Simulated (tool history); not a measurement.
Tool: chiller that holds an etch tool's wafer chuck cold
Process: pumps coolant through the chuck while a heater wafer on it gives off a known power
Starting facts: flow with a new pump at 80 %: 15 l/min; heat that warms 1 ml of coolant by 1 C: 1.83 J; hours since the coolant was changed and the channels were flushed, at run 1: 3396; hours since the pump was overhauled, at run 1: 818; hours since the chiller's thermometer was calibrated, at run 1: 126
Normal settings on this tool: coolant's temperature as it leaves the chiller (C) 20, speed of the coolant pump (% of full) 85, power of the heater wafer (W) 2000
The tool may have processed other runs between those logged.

run,hour,coolant's temperature as it leaves the chiller (C),speed of the coolant pump (% of full),power of the heater wafer (W),hours since the coolant was changed and the channels were flushed,hours since the pump was overhauled,hours since the chiller's thermometer was calibrated,chuck's temperature once it has settled (K),how much warmer the coolant comes back (C)
1,0.0,20,85,2000,3396,818,126,304.45,4.13
2,17.5,20,80,2000,3413,835,144,305.35,4.43
3,47.1,20,80,2000,3443,865,174,304.95,4.41
4,70.2,20,80,2000,3466,888,197,305.25,4.39
5,88.1,18,85,2000,3484,906,215,302.55,4.15
6,115.9,18,85,1135,3511,934,242,297.45,2.39
7,133.7,18,73,1135,3529,952,260,298.65,2.72
8,154.4,18,73,1135,3550,972,281,298.55,2.73
9,177.4,18,73,1071,3573,995,304,298.15,2.63
10,206.4,18,73,1071,3602,1024,333,298.25,2.62
11,220.9,20,85,2000,3616,1039,347,304.45,4.19
12,239.4,20,85,2000,3635,1057,366,304.45,4.20
13,258.4,20,85,2000,3654,1076,385,304.55,4.17
14,274.3,21,85,1237,3670,1092,401,301.35,2.64
15,303.4,20,95,2000,3699,1121,430,303.55,3.76
16,328.9,20,95,2000,3724,1147,455,303.25,3.83
17,342.0,10,85,2490,3738,1160,468,297.35,5.23
18,359.2,10,85,2490,3755,1177,486,297.15,5.19
19,387.0,25,97,2490,3783,1205,514,310.65,4.61
20,407.4,19,85,2972,3803,1225,534,308.95,6.25
21,437.0,20,85,1068,3832,1255,563,299.15,2.33
22,461.3,20,85,1068,3857,1279,588,298.95,2.36
23,484.7,20,99,1028,3880,1303,611,298.15,1.96
24,498.3,21,98,1074,3894,1316,625,299.55,2.08
25,519.8,11,61,1689,3915,1338,646,297.15,4.94
26,534.5,11,61,1689,3930,1352,661,296.95,4.97

Below are 5 alternative next runs, each starting from the tool's condition after run 26. Predict each:
A,558.6,19,61,1939,3954,1376,685,?,?
B,558.6,10,94,1441,3954,1376,685,?,?
C,558.6,11,92,1689,3954,1376,685,?,?
D,558.6,11,61,2301,3954,1376,685,?,?
E,558.6,12,96,1243,3954,1376,685,?,?

run,chuck's temperature once it has settled (K),how much warmer the coolant comes back (C)
A,307.05,5.70
B,290.55,2.80
C,293.15,3.36
D,301.85,6.70
E,291.35,2.40
Stripped of hidden state, with their random variation kept, the same runs would have yielded:
run,chuck's temperature once it has settled (K),how much warmer the coolant comes back (C)
A,307.05,5.54
B,290.55,2.64
C,293.15,3.20
D,301.75,6.54
E,291.35,2.24
